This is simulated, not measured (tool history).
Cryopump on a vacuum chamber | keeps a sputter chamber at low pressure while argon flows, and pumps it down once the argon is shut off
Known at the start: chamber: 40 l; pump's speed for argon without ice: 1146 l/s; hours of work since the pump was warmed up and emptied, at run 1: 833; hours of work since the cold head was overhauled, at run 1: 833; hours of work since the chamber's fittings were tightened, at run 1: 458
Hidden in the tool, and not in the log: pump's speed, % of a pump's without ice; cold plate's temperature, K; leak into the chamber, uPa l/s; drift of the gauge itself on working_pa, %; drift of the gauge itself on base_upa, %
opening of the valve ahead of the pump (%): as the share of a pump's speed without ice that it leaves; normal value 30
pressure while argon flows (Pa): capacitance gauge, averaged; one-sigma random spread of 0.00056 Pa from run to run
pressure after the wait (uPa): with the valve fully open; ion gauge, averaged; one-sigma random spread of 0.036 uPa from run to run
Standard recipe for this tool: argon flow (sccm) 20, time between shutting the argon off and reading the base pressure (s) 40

| run | hour | argon flow (sccm) | time between shutting the argon off and reading the base pressure (s) | opening of the valve ahead of the pump (%) | hours of work since the pump was warmed up and emptied | hours of work since the cold head was overhauled | hours of work since the chamber's fittings were tightened | pressure while argon flows (Pa) | pressure after the wait (uPa) |
|---|---|---|---|---|---|---|---|---|---|
| 1 | 0.0 | 20 | 40 | 30 | 833 | 833 | 458 | 0.1050 | 2.33 |
| 2 | 34.0 | 20 | 40 | 30 | 862 | 862 | 487 | 0.1053 | 2.32 |
| 3 | 62.1 | 20 | 40 | 30 | 886 | 886 | 511 | 0.1059 | 2.39 |
| 4 | 92.5 | 20 | 40 | 30 | 912 | 912 | 538 | 0.1055 | 2.34 |
| 5 | 112.9 | 20 | 40 | 18 | 930 | 930 | 555 | 0.1710 | 2.43 |
| 6 | 137.9 | 20 | 40 | 18 | 952 | 952 | 577 | 0.1711 | 2.33 |
| 7 | 169.2 | 20 | 40 | 30 | 978 | 978 | 603 | 0.1063 | 2.48 |
| 8 | 189.4 | 20 | 40 | 30 | 996 | 996 | 621 | 0.1060 | 2.48 |
| 9 | 225.9 | 20 | 40 | 30 | 1027 | 1027 | 652 | 0.1058 | 2.44 |
| 10 | 253.7 | 20 | 40 | 30 | 1051 | 1051 | 676 | 0.1072 | 2.41 |
| 11 | 275.4 | 20 | 40 | 22 | 1070 | 1070 | 695 | 0.1433 | 2.55 |
| 12 | 306.6 | 20 | 40 | 22 | 1097 | 1097 | 722 | 0.1449 | 2.51 |
| 13 | 336.5 | 20 | 40 | 22 | 1122 | 1122 | 747 | 0.1450 | 2.49 |
| 14 | 352.3 | 33 | 40 | 30 | 1136 | 1136 | 761 | 0.1774 | 2.51 |
| 15 | 375.4 | 20 | 40 | 48 | 1156 | 1156 | 781 | 0.0709 | 2.53 |
| 16 | 397.8 | 20 | 40 | 48 | 1175 | 1175 | 800 | 0.0718 | 2.61 |
|  | 426.6 | pump warmed up, emptied and cooled again |
| 17 | 429.8 | 20 | 40 | 48 | 3 | 1198 | 823 | 0.0620 | 2.37 |
| 18 | 456.2 | 31 | 281 | 20 | 25 | 1221 | 846 | 0.2297 | 0.95 |
| 19 | 491.6 | 31 | 281 | 20 | 56 | 1251 | 876 | 0.2304 | 0.91 |
| 20 | 530.1 | 12 | 173 | 20 | 89 | 1284 | 909 | 0.0890 | 1.08 |
| 21 | 546.5 | 14 | 144 | 18 | 103 | 1298 | 924 | 0.1157 | 1.14 |
| 22 | 574.1 | 14 | 144 | 18 | 127 | 1322 | 947 | 0.1158 | 1.18 |
| 23 | 598.4 | 14 | 144 | 18 | 148 | 1343 | 968 | 0.1160 | 1.22 |
| 24 | 630.8 | 27 | 20 | 16 | 176 | 1371 | 996 | 0.2508 | 4.15 |
| 25 | 666.3 | 20 | 122 | 26 | 206 | 1401 | 1026 | 0.1156 | 1.34 |
| 26 | 690.0 | 19 | 40 | 30 | 226 | 1422 | 1047 | 0.0947 | 2.46 |
| 27 | 712.0 | 19 | 40 | 30 | 245 | 1441 | 1066 | 0.0950 | 2.64 |
| 28 | 747.1 | 20 | 128 | 30 | 276 | 1471 | 1096 | 0.1007 | 1.29 |
| 29 | 763.1 | 20 | 128 | 30 | 289 | 1485 | 1110 | 0.0999 | 1.32 |
| 30 | 779.9 | 27 | 244 | 30 | 304 | 1499 | 1124 | 0.1360 | 1.07 |
| 31 | 814.1 | 27 | 244 | 30 | 333 | 1528 | 1154 | 0.1356 | 1.17 |
| 32 | 831.5 | 27 | 244 | 30 | 348 | 1543 | 1168 | 0.1370 | 1.15 |
| 33 | 861.5 | 27 | 244 | 30 | 374 | 1569 | 1194 | 0.1363 | 1.20 |
| 34 | 895.7 | 9 | 27 | 24 | 403 | 1599 | 1224 | 0.0569 | 3.47 |

Below, some changes in pressure while argon flows (Pa) between adjacent runs. For each, the amount present without the hidden state too (settings, incoming material, random variation) and the amount remaining for the hidden state with gauge scatter not shared by both compared results:
Run 13 -> 14: argon flow (sccm) 20 -> 33, opening of the valve ahead of the pump (%) 22 -> 30. pressure while argon flows (Pa) +0.0324: hidden state +0.0065, all else +0.0259.
Run 14 -> 15: argon flow (sccm) 33 -> 20, opening of the valve ahead of the pump (%) 30 -> 48. pressure while argon flows (Pa) -0.1065: hidden state -0.0062, all else -0.1003.
Run 16 -> 17: pump warmed up, emptied and cooled again. pressure while argon flows (Pa) -0.0098: hidden state -0.0099, all else +0.0001.
Run 17 -> 18: argon flow (sccm) 20 -> 31, time between shutting the argon off and reading the base pressure (s) 40 -> 281, opening of the valve ahead of the pump (%) 48 -> 20. pressure while argon flows (Pa) +0.1677: hidden state +0.0005, all else +0.1672.
Run 19 -> 20: argon flow (sccm) 31 -> 12, time between shutting the argon off and reading the base pressure (s) 281 -> 173. pressure while argon flows (Pa) -0.1414: hidden state -0.0005, all else -0.1409.
Run 24 -> 25: argon flow (sccm) 27 -> 20, time between shutting the argon off and reading the base pressure (s) 20 -> 122, opening of the valve ahead of the pump (%) 16 -> 26. pressure while argon flows (Pa) -0.1352: hidden state -0.0002, all else -0.1350.
